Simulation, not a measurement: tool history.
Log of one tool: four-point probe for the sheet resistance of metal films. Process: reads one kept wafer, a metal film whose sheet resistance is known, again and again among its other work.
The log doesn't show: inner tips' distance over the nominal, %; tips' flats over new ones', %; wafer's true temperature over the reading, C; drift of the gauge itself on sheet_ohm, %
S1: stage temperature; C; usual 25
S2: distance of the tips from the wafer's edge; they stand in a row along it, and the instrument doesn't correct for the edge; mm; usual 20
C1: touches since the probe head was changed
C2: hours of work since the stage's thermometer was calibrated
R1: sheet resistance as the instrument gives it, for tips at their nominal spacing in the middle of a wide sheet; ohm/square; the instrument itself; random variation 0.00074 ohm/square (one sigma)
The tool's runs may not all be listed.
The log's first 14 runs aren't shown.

run 15 hour=388.7 | S1=25 S2=20 | C1=64178 C2=1043 | R1=3.752072
run 16 hour=422.2 | S1=25 S2=8 | C1=64961 C2=1066 | R1=3.759178
run 17 hour=461.2 | S1=25 S2=20 | C1=65875 C2=1092 | R1=3.754658
run 18 hour=478.7 | S1=25 S2=20 | C1=66284 C2=1103 | R1=3.754473
run 19 hour=512.3 | S1=25 S2=20 | C1=67071 C2=1126 | R1=3.755258
-- hour=518.7 new probe head fitted
run 20 hour=547.0 | S1=25 S2=6 | C1=662 C2=1148 | R1=3.675978
run 21 hour=568.7 | S1=20 S2=33 | C1=1172 C2=1163 | R1=3.670238
run 22 hour=586.9 | S1=34 S2=10 | C1=1597 C2=1175 | R1=3.657890
run 23 hour=607.2 | S1=33 S2=21 | C1=2073 C2=1189 | R1=3.655188
run 24 hour=639.0 | S1=29 S2=21 | C1=2818 C2=1210 | R1=3.661656
run 25 hour=672.6 | S1=29 S2=21 | C1=3603 C2=1233 | R1=3.662420
run 26 hour=702.2 | S1=26 S2=25 | C1=4297 C2=1252 | R1=3.666378
run 27 hour=728.8 | S1=26 S2=25 | C1=4919 C2=1270 | R1=3.665756
run 28 hour=766.3 | S1=26 S2=25 | C1=5798 C2=1295 | R1=3.668066
run 29 hour=784.0 | S1=27 S2=5 | C1=6213 C2=1307 | R1=3.684361

The next listed run, before its measurement:
run 30 hour=805.0 | S1=27 S2=5 | C1=6705 C2=1321 | R1=?

R1: 3.686196 ohm/square
Without the tool's hidden state the same run would have given R1 3.708878 ohm/square.

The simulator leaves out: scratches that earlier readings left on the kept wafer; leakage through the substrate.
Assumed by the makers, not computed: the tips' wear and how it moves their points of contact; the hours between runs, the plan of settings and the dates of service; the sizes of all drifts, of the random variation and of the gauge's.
